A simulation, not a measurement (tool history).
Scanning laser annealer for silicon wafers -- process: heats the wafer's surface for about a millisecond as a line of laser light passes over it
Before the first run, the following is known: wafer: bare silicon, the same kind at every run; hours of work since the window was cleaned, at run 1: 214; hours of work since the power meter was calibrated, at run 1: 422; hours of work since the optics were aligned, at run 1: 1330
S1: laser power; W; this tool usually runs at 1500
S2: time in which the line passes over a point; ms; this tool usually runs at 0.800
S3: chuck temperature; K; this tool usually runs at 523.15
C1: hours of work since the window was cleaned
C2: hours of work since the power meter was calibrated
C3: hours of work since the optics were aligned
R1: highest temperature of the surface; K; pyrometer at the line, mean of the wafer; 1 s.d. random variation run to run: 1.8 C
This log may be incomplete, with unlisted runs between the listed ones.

Run 1, day 0.000: usual settings; C1 214; C2 422; C3 1330. Result: R1 1310.15 K.
Run 2, day 0.508: usual settings; C1 221; C2 429; C3 1336. Result: R1 1312.15 K.
Run 3, day 0.950: usual settings; C1 227; C2 434; C3 1342. Result: R1 1313.15 K.
Run 4, day 1.421: usual settings; C1 233; C2 441; C3 1348. Result: R1 1315.15 K.
Run 5, day 2.038: usual settings; C1 241; C2 449; C3 1357. Result: R1 1310.15 K.
Run 6, day 2.600: usual settings but S1 1596 W; C1 249; C2 456; C3 1364. Result: R1 1361.15 K.
Run 7, day 2.925: usual settings but S1 1596 W; C1 253; C2 460; C3 1368. Result: R1 1360.15 K.
Run 8, day 3.658: usual settings but S1 1596 W; C1 263; C2 470; C3 1378. Result: R1 1365.15 K.
Run 9, day 4.442: usual settings but S1 1288 W; C1 273; C2 480; C3 1388. Result: R1 1203.15 K.
Run 10, day 4.917: usual settings but S1 1288 W; C1 279; C2 487; C3 1394. Result: R1 1200.15 K.
Run 11, day 5.408: usual settings but S1 1288 W, S2 0.942 ms; C1 286; C2 493; C3 1401. Result: R1 1256.15 K.
Run 12, day 5.775: usual settings but S1 1288 W, S2 0.942 ms; C1 290; C2 498; C3 1406. Result: R1 1256.15 K.
Run 13, day 6.112: usual settings but S1 1288 W, S2 0.942 ms; C1 295; C2 502; C3 1410. Result: R1 1255.15 K.
Run 14, day 6.908: usual settings but S1 1288 W, S2 0.942 ms; C1 305; C2 513; C3 1421. Result: R1 1259.15 K.
Run 15, day 7.562: usual settings; C1 314; C2 521; C3 1429. Result: R1 1312.15 K.
At day 7.942: window over the wafer cleaned.
Run 16, day 8.092: usual settings; C1 2; C2 527; C3 1435. Result: R1 1313.15 K.
Run 17, day 8.804: usual settings but S1 1427 W, S2 0.909 ms; C1 11; C2 537; C3 1444. Result: R1 1323.15 K.
Run 18, day 9.362: usual settings but S1 1470 W, S2 0.584 ms, S3 532.15 K; C1 19; C2 544; C3 1452. Result: R1 1200.15 K.
Run 19, day 10.121: usual settings but S1 1470 W, S2 0.584 ms, S3 532.15 K; C1 29; C2 554; C3 1462. Result: R1 1202.15 K.
Run 20, day 10.533: usual settings but S2 0.902 ms; C1 34; C2 559; C3 1467. Result: R1 1360.15 K.
Run 21, day 11.312: usual settings but S2 0.757 ms, S3 522.15 K; C1 44; C2 570; C3 1477. Result: R1 1289.15 K.
Run 22, day 12.042: usual settings but S2 0.757 ms, S3 522.15 K; C1 54; C2 579; C3 1487. Result: R1 1292.15 K.
Run 23, day 12.804: usual settings but S2 0.757 ms, S3 522.15 K; C1 64; C2 589; C3 1497. Result: R1 1292.15 K.
Run 24, day 13.417: usual settings but S2 0.979 ms, S3 553.15 K; C1 72; C2 597; C3 1505. Result: R1 1425.15 K.
Run 25, day 14.054: usual settings but S1 1420 W, S2 0.583 ms, S3 528.15 K; C1 80; C2 606; C3 1513. Result: R1 1171.15 K.
Run 26, day 14.762: usual settings but S1 1559 W, S2 0.826 ms, S3 505.15 K; C1 90; C2 615; C3 1523. Result: R1 1337.15 K.
Run 27, day 15.475: usual settings but S1 1559 W, S2 0.826 ms, S3 505.15 K; C1 99; C2 624; C3 1532. Result: R1 1341.15 K.
Run 28, day 15.971: usual settings but S1 1559 W, S2 0.826 ms, S3 505.15 K; C1 106; C2 631; C3 1539. Result: R1 1334.15 K.
Run 29, day 16.504: usual settings but S1 1484 W; C1 113; C2 638; C3 1546. Result: R1 1301.15 K.
Run 30, day 17.033: usual settings but S1 1344 W, S2 0.853 ms, S3 555.15 K; C1 120; C2 645; C3 1553. Result: R1 1286.15 K.
Run 31, day 17.471: usual settings but S1 1349 W, S2 0.853 ms, S3 529.15 K; C1 125; C2 651; C3 1558. Result: R1 1261.15 K.
Run 32, day 18.175: usual settings but S1 1349 W, S2 0.853 ms, S3 529.15 K; C1 135; C2 660; C3 1568. Result: R1 1264.15 K.

5 options for the next run, each taken on its own from the tool as it stands now. Forecast them:
Run A, day 18.633: usual settings but S1 1383 W, S2 0.664 ms, S3 500.15 K; C1 141; C2 666; C3 1574. Result: R1 ?.
Run B, day 18.633: usual settings but S1 1413 W, S2 0.754 ms, S3 552.15 K; C1 141; C2 666; C3 1574. Result: R1 ?.
Run C, day 18.633: usual settings but S2 0.811 ms; C1 141; C2 666; C3 1574. Result: R1 ?.
Run D, day 18.633: usual settings but S3 560.15 K; C1 141; C2 666; C3 1574. Result: R1 ?.
Run E, day 18.633: usual settings but S1 1511 W, S3 507.15 K; C1 141; C2 666; C3 1574. Result: R1 ?.

run       R1
  A  1165.15
  B  1277.15
  C  1315.15
  D  1349.15
  E  1302.15
Take away the tool's hidden state, keep each run's random variation, and the runs would have read:
run       R1
  A  1165.15
  B  1278.15
  C  1316.15
  D  1350.15
  E  1302.15
